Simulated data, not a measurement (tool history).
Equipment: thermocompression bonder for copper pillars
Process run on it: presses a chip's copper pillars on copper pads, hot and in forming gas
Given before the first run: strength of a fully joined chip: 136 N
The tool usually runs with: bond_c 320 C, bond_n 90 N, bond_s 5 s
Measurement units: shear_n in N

| run | hour | bond_c | bond_n | bond_s | shear_n |
|---|---|---|---|---|---|
| 1 | 0.0 | 320 | 90 | 5 | 68.8 |
| 2 | 20.3 | 320 | 90 | 11 | 87.3 |
| 3 | 48.3 | 320 | 90 | 11 | 86.8 |
| 4 | 61.2 | 320 | 90 | 9 | 81.1 |
| 5 | 89.2 | 320 | 61 | 5 | 56.9 |
| 6 | 109.1 | 320 | 61 | 5 | 56.0 |
| 7 | 129.0 | 320 | 61 | 5 | 56.3 |
|  | 140.3 | forming gas filter changed |
| 8 | 149.2 | 320 | 83 | 5 | 68.8 |
| 9 | 164.1 | 320 | 83 | 5 | 68.1 |
| 10 | 180.4 | 320 | 83 | 5 | 67.8 |
| 11 | 197.8 | 320 | 90 | 5 | 70.1 |
| 12 | 225.2 | 320 | 90 | 4 | 64.4 |
| 13 | 256.6 | 320 | 90 | 5 | 69.4 |
| 14 | 271.7 | 327 | 88 | 3 | 60.4 |
| 15 | 294.4 | 327 | 88 | 3 | 59.7 |
| 16 | 309.6 | 308 | 85 | 4 | 55.2 |
| 17 | 336.6 | 308 | 85 | 4 | 54.8 |
| 18 | 366.1 | 340 | 77 | 6 | 77.9 |
| 19 | 383.4 | 340 | 77 | 6 | 77.7 |
| 20 | 400.1 | 333 | 77 | 6 | 73.1 |
| 21 | 422.7 | 333 | 77 | 12 | 89.1 |
|  | 433.3 | forming gas filter changed |
| 22 | 454.2 | 333 | 77 | 12 | 95.6 |
| 23 | 480.2 | 320 | 90 | 3 | 58.5 |
| 24 | 503.3 | 335 | 108 | 3 | 71.2 |
| 25 | 526.1 | 320 | 63 | 5 | 59.3 |

Each row is a separate what-if for the run after 25, all from the same tool condition, not one after another. Results?
| A | 541.1 | 320 | 97 | 5 | ? |
| B | 541.1 | 320 | 63 | 3 | ? |
| C | 541.1 | 320 | 83 | 5 | ? |
| D | 541.1 | 305 | 115 | 7 | ? |
| E | 541.1 | 346 | 63 | 5 | ? |

| run | shear_n |
|---|---|
| A | 70.8 |
| B | 48.8 |
| C | 67.1 |
| D | 75.3 |
| E | 73.2 |
With the hidden condition removed and each run's random variation left untouched, the same runs would have given:
| run | shear_n |
|---|---|
| A | 71.8 |
| B | 49.4 |
| C | 68.1 |
| D | 76.3 |
| E | 74.5 |

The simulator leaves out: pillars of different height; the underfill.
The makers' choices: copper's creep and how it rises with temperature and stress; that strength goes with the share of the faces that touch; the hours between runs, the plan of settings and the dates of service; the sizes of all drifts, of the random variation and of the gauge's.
